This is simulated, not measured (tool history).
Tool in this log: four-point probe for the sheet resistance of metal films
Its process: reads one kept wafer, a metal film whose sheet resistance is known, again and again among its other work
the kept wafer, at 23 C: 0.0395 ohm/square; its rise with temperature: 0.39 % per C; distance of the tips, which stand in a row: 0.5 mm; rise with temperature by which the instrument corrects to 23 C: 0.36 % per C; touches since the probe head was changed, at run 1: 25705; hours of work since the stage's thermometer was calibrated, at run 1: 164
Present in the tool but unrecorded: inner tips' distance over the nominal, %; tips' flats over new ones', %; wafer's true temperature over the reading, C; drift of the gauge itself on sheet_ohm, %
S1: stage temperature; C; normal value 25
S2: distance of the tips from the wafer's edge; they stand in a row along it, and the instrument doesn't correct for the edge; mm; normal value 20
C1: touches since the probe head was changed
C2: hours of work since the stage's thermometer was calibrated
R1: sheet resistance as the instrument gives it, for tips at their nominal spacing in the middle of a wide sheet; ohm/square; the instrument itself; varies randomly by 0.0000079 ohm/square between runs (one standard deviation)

run	day	S1	S2	C1	C2	R1
1	0	25	20	25705	164	0.039777
2	1.171	25	20	26568	179	0.039788
3	2.488	25	20	27540	196	0.039775
4	3.296	25	20	28137	206	0.039782
5	4.858	25	20	29290	226	0.039751
6	5.642	25	20	29870	236	0.039761
7	6.95	25	20	30833	253	0.039754
8	8.008	25	20	31614	266	0.039744
9	9.158	25	20	32462	281	0.03976
10	10.392	20	11	33373	297	0.039717
11	11.408	20	11	34123	310	0.03972
12	12.846	20	11	35187	328	0.039731
13	13.9	34	18	35965	342	0.039825
14	14.592	19	55	36474	350	0.039673
15	15.462	28	62	37117	362	0.039752
16	16.962	28	62	38223	381	0.039748
17	18.138	28	62	39091	396	0.039767
18	19.333	30	62	39974	411	0.039752

Predict each of these 4 candidate next runs independently; none follows another, all start after run 18:
A	20.167	29	62	40587	422	?
B	20.167	19	8	40587	422	?
C	20.167	19	25	40587	422	?
D	20.167	25	37	40587	422	?

run	R1
A	0.03975
B	0.039736
C	0.039655
D	0.039723
With no hidden state in the tool, these same runs would have given:
run	R1
A	0.039556
B	0.039543
C	0.039462
D	0.03953
